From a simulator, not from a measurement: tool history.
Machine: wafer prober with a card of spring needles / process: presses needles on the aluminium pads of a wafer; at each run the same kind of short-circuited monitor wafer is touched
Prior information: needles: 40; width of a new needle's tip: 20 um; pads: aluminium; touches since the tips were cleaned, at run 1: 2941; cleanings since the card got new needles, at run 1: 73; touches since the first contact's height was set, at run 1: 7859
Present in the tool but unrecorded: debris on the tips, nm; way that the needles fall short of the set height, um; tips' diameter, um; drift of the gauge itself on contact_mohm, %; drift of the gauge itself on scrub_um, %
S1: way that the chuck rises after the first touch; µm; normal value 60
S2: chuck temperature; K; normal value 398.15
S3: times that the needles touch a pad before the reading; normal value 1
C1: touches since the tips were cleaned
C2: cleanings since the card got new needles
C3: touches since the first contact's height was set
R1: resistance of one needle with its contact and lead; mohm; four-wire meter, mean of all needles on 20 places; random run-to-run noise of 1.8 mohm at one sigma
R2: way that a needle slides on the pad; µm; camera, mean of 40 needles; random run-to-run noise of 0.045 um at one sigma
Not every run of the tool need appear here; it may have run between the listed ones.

run,hour,S1,S2,S3,C1,C2,C3,R1,R2
1,0.0,60,398.15,1,2941,73,7859,256,15.40
# hour 5.4: tips cleaned on abrasive film
# hour 18.8: tips cleaned on abrasive film
# hour 32.3: tips cleaned on abrasive film
# hour 45.7: tips cleaned on abrasive film
# hour 59.1: tips cleaned on abrasive film
2,64.0,60,398.15,1,1838,78,31336,246,15.41
# hour 72.1: tips cleaned on abrasive film
# hour 82.9: tips cleaned on abrasive film
# hour 96.3: tips cleaned on abrasive film
# hour 109.7: tips cleaned on abrasive film
# hour 120.5: tips cleaned on abrasive film
# hour 133.9: tips cleaned on abrasive film
# hour 147.3: tips cleaned on abrasive film
3,147.3,60,398.15,1,12,85,61839,194,15.16
# hour 158.1: tips cleaned on abrasive film
# hour 168.8: tips cleaned on abrasive film
# hour 182.3: tips cleaned on abrasive film
# hour 195.7: tips cleaned on abrasive film
# hour 209.1: tips cleaned on abrasive film
4,215.7,43,398.15,1,2464,90,86934,316,10.84
# hour 221.2: tips cleaned on abrasive film
# hour 231.9: tips cleaned on abrasive film
# hour 245.3: tips cleaned on abrasive film
# hour 258.7: tips cleaned on abrasive film
# hour 272.2: tips cleaned on abrasive film
# hour 285.1: tips cleaned on abrasive film
# hour 285.4: height of the first contact set anew
5,285.4,43,398.15,1,0,96,0,214,11.14
# hour 298.8: tips cleaned on abrasive film
# hour 309.6: tips cleaned on abrasive film
# hour 323.0: tips cleaned on abrasive film
# hour 336.4: tips cleaned on abrasive film
# hour 347.2: tips cleaned on abrasive film
# hour 358.2: tips cleaned on abrasive film
6,358.2,43,398.15,1,0,102,26655,210,11.01
# hour 371.6: tips cleaned on abrasive film
# hour 385.0: tips cleaned on abrasive film
# hour 398.4: tips cleaned on abrasive film
# hour 409.2: tips cleaned on abrasive film
7,414.4,46,398.15,2,1925,106,47265,249,11.62
# hour 422.5: tips cleaned on abrasive film
# hour 435.9: tips cleaned on abrasive film
# hour 446.6: tips cleaned on abrasive film
# hour 460.0: tips cleaned on abrasive film
# hour 473.5: tips cleaned on abrasive film
8,481.8,46,398.15,2,3097,111,72001,276,11.58
# hour 484.6: tips cleaned on abrasive film
# hour 498.0: tips cleaned on abrasive film
# hour 508.8: tips cleaned on abrasive film
# hour 522.2: tips cleaned on abrasive film
# hour 535.6: tips cleaned on abrasive film
# hour 549.0: tips cleaned on abrasive film
# hour 562.4: tips cleaned on abrasive film
9,562.7,54,321.15,2,104,118,101618,183,13.48
# hour 573.5: tips cleaned on abrasive film
# hour 586.9: tips cleaned on abrasive film
# hour 592.5: height of the first contact set anew
# hour 600.6: tips cleaned on abrasive film
# hour 614.0: tips cleaned on abrasive film
# hour 627.4: tips cleaned on abrasive film
10,631.4,55,321.15,2,1460,123,14246,211,14.10
# hour 639.4: tips cleaned on abrasive film
# hour 652.9: tips cleaned on abrasive film
# hour 666.3: tips cleaned on abrasive film
# hour 679.7: tips cleaned on abrasive film
# hour 693.1: tips cleaned on abrasive film
# hour 706.5: tips cleaned on abrasive film
11,710.6,47,398.15,3,1510,129,43295,221,11.91
# hour 718.7: tips cleaned on abrasive film
# hour 729.4: tips cleaned on abrasive film
# hour 742.8: tips cleaned on abrasive film
# hour 756.3: tips cleaned on abrasive film
12,762.9,47,398.15,3,2450,133,62466,232,11.88

What if the next run were any one of these 4? Each begins from the tool's condition after run 12:
# hour 768.3: tips cleaned on abrasive film
# hour 779.1: tips cleaned on abrasive film
# hour 792.5: tips cleaned on abrasive film
# hour 803.2: tips cleaned on abrasive film
# hour 816.6: tips cleaned on abrasive film
A,818.0,41,333.15,3,520,138,82658,?,?
# hour 768.3: tips cleaned on abrasive film
# hour 779.1: tips cleaned on abrasive film
# hour 792.5: tips cleaned on abrasive film
# hour 803.2: tips cleaned on abrasive film
# hour 816.6: tips cleaned on abrasive film
B,818.0,66,398.15,3,520,138,82658,?,?
# hour 768.3: tips cleaned on abrasive film
# hour 779.1: tips cleaned on abrasive film
# hour 792.5: tips cleaned on abrasive film
# hour 803.2: tips cleaned on abrasive film
# hour 816.6: tips cleaned on abrasive film
C,818.0,47,398.15,1,520,138,82658,?,?
# hour 768.3: tips cleaned on abrasive film
# hour 779.1: tips cleaned on abrasive film
# hour 792.5: tips cleaned on abrasive film
# hour 803.2: tips cleaned on abrasive film
# hour 816.6: tips cleaned on abrasive film
D,818.0,69,323.15,1,520,138,82658,?,?

run,R1,R2
A,210,10.26
B,198,16.69
C,238,11.84
D,195,17.54
The same runs, with their run-to-run variation unchanged, on a tool lacking any hidden condition would have given:
run,R1,R2
A,182,10.59
B,186,17.02
C,188,12.17
D,167,17.87
